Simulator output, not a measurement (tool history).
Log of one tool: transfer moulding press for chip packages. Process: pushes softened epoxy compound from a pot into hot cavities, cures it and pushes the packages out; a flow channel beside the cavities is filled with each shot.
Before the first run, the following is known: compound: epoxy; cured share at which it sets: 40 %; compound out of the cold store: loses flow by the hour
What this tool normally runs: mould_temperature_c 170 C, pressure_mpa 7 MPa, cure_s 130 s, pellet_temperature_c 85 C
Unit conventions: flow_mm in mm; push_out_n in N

| run | hour | mould_temperature_c | pressure_mpa | cure_s | pellet_temperature_c | incoming compound's hours out of the cold store | flow_mm | push_out_n |
|---|---|---|---|---|---|---|---|---|
| 1 | 0 | 170 | 7 | 130 | 85 | 32.3 | 636 | 324 |
| 2 | 9.1 | 170 | 7 | 130 | 85 | 42.1 | 626 | 341 |
| 3 | 16.9 | 170 | 7 | 130 | 85 | 11.1 | 654 | 348 |
|  | 21.1 | cavities cleaned with cleaning compound and waxed |
| 4 | 24.4 | 170 | 7.26 | 130 | 85 | 29 | 647 | 261 |
|  | 26.9 | mould's thermocouples calibrated |
| 5 | 35.2 | 170 | 7.57 | 130 | 85 | 36.8 | 653 | 288 |
| 6 | 46 | 170 | 7.57 | 130 | 85 | 47.7 | 639 | 307 |
|  | 53.9 | mould's thermocouples calibrated, once more |
| 7 | 56.4 | 170 | 7.57 | 130 | 85 | 14.8 | 681 | 302 |
| 8 | 66.4 | 163 | 7 | 154 | 85 | 19.5 | 678 | 365 |
| 9 | 76 | 170 | 7.15 | 140 | 85 | 31 | 635 | 317 |
| 10 | 81.7 | 167 | 7 | 136 | 85 | 46.7 | 625 | 362 |
|  | 85 | plunger's sealing rings changed |
|  | 91.2 | cavities cleaned with cleaning compound and waxed |
| 11 | 91.3 | 167 | 7 | 136 | 85 | 38.4 | 663 | 275 |
| 12 | 101.1 | 168 | 8.65 | 142 | 89 | 27.6 | 744 | 283 |
| 13 | 106.4 | 168 | 8.65 | 142 | 89 | 26 | 749 | 293 |
| 14 | 116.9 | 168 | 5.53 | 142 | 89 | 30.4 | 587 | 315 |

Here are 5 independent what-if runs from the current tool condition. What would each one return?
| A | 124.1 | 175 | 5.74 | 130 | 82 | 39.2 | ? | ? |
| B | 124.1 | 168 | 5.53 | 142 | 90 | 35.7 | ? | ? |
| C | 124.1 | 162 | 8.24 | 157 | 85 | 19.9 | ? | ? |
| D | 124.1 | 170 | 7 | 125 | 85 | 26.5 | ? | ? |
| E | 124.1 | 168 | 5.55 | 142 | 91 | 29.4 | ? | ? |

| run | flow_mm | push_out_n |
|---|---|---|
| A | 569 | 284 |
| B | 587 | 314 |
| C | 775 | 372 |
| D | 672 | 337 |
| E | 599 | 316 |
The same runs, with their run-to-run variation unchanged, on a tool lacking any hidden condition would have given:
| run | flow_mm | push_out_n |
|---|---|---|
| A | 572 | 235 |
| B | 590 | 261 |
| C | 779 | 308 |
| D | 675 | 279 |
| E | 601 | 262 |
